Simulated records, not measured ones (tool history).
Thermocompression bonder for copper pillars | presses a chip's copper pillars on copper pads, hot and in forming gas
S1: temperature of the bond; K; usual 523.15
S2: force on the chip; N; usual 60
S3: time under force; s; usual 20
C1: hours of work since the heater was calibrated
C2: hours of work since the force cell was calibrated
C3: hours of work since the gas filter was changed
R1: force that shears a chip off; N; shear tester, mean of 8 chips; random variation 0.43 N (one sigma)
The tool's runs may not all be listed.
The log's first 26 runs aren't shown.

run	hour	S1	S2	S3	C1	C2	C3	R1
27	274.2	496.15	55	12	524	89	293	29.0
28	285.7	496.15	55	12	532	97	302	28.6
29	295.4	496.15	55	12	539	104	309	28.9
# hour 303.9: forming gas filter changed
30	307.7	523.15	39	14	548	113	3	31.4
31	322.4	552.15	60	45	559	124	14	79.2
32	336.5	523.15	49	11	569	134	24	37.2
33	343.8	523.15	49	11	574	139	29	36.7
34	352.1	505.15	60	29	581	146	35	53.2
35	365.8	534.15	60	29	591	156	45	65.8
36	373.1	540.15	59	57	596	161	51	75.9
37	388.2	546.15	59	20	607	172	62	64.1
38	400.5	529.15	75	41	616	181	71	77.9

The next listed run, before its measurement:
39	407.9	529.15	75	41	621	187	76	?

Run 39 gave R1 76.9 N.
Without the tool's hidden state the same run would have given R1 75.6 N.

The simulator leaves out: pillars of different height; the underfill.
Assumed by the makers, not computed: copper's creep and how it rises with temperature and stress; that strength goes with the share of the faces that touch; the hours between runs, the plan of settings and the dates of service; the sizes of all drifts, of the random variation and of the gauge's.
